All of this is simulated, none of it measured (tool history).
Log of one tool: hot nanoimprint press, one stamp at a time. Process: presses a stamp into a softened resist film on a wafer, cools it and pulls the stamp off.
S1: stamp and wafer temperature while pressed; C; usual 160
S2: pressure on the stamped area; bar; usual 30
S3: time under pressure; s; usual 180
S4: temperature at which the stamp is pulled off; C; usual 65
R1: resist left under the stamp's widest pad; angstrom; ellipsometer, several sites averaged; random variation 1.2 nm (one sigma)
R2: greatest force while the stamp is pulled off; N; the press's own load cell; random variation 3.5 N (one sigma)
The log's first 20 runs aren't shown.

run	day	S1	S2	S3	S4	R1	R2
21	57.471	160	42.1	102	66	1885	165
22	60.771	160	40.6	180	57	1565	210
# day 61.467: press's hydraulic seals changed and the load cell set to zero
# day 62.629: stamp cleaned and given a new release coat
# day 63.383: plate thermocouple calibrated
23	63.442	160	40.6	180	57	1553	208
24	66.133	160	30	113	73	2127	134
25	68.979	153	19.1	180	65	2836	172
26	71.229	161	19.8	180	65	2081	163
27	74.158	158	19.4	182	71	2364	136
28	76.379	151	21.8	153	67	3021	159
29	78.962	148	46.1	346	51	2043	232
30	80.629	165	30	180	65	1477	173

Forecast each of these 3 alternatives for the next run:
A	83.412	165	30	180	56	?	?
B	83.412	165	31.2	128	65	?	?
C	83.412	164	25.2	180	56	?	?

run	R1	R2
A	1472	215
B	1648	168
C	1665	204
Without the tool's hidden state the same runs would have given:
run	R1	R2
A	1471	213
B	1647	166
C	1664	203
